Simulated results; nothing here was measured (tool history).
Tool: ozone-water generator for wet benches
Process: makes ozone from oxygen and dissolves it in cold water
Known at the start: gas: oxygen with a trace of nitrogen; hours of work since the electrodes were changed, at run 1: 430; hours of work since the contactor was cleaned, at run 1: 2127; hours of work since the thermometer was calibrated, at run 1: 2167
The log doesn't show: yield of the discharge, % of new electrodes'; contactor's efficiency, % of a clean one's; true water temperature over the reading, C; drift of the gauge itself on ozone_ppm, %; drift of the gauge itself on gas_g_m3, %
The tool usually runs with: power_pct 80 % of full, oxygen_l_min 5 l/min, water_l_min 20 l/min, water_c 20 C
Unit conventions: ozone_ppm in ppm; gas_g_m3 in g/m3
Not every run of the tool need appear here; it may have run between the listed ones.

run   hour  power_pct  oxygen_l_min  water_l_min  water_c  hours of work since the electrodes were changed  hours of work since the contactor was cleaned  hours of work since the thermometer was calibrated  ozone_ppm  gas_g_m3
  1      0         80             5           20       20                                              430                                           2127                                                2167       14.4     182.1
  2   16.9         80             5           20       20                                              445                                           2142                                                2183       14.1     180.3
  3   42.4         80          4.02           20       20                                              469                                           2165                                                2206       14.5     206.8
  4   58.8         80          4.02           20       20                                              483                                           2180                                                2221       14.7     206.1
  5     89         80             5           20       20                                              511                                           2207                                                2248       14.6       181
  6  110.3         80             5           20       20                                              530                                           2227                                                2267       14.2     180.6
  7  129.5         80          3.21           20       20                                              547                                           2244                                                2285       14.2     235.9
  8  144.4         80          3.21           20       20                                              561                                           2258                                                2298       14.2     235.6
  9    167         80          3.21           20       20                                              581                                           2278                                                2319       14.2     236.6
 10  183.8         80          3.33           20       20                                              597                                           2293                                                2334       14.1     231.3
 11  211.2         80          3.33           20       20                                              621                                           2318                                                2358       14.3     229.1
 12  229.1         74          6.63           14       18                                              638                                           2334                                                2375       18.3     147.1
 13  244.6         74          6.63           14       18                                              652                                           2348                                                2389       18.1     146.8
     247.2  -- water thermometer calibrated
 14  272.1         74          6.63           14       18                                              676                                           2373                                                  23       17.9     146.4
 15  301.9         70          8.79           29       20                                              703                                           2400                                                  50        9.1     120.3
 16  329.6         70          8.79           29       20                                              728                                           2425                                                  75        9.3     120.4
 17  360.3         88          8.92           29       20                                              756                                           2453                                                 102       10.5     136.7
 18  377.7         88          8.92           29       20                                              772                                           2468                                                 118       10.4     135.5
 19    402         88          8.92           29       20                                              794                                           2490                                                 140       10.4     137.5

Some steps in ozone_ppm between neighbouring runs. How much of each would the tool show without its hidden state too (settings, what came in, random variation), and how much is left for the hidden state, with any gauge scatter that isn't in both results?
Run 14 -> 15: power_pct 74 -> 70, oxygen_l_min 6.63 -> 8.79, water_l_min 14 -> 29, water_c 18 -> 20. ozone_ppm -8.8 ppm: hidden state +0.3, all else -9.1.
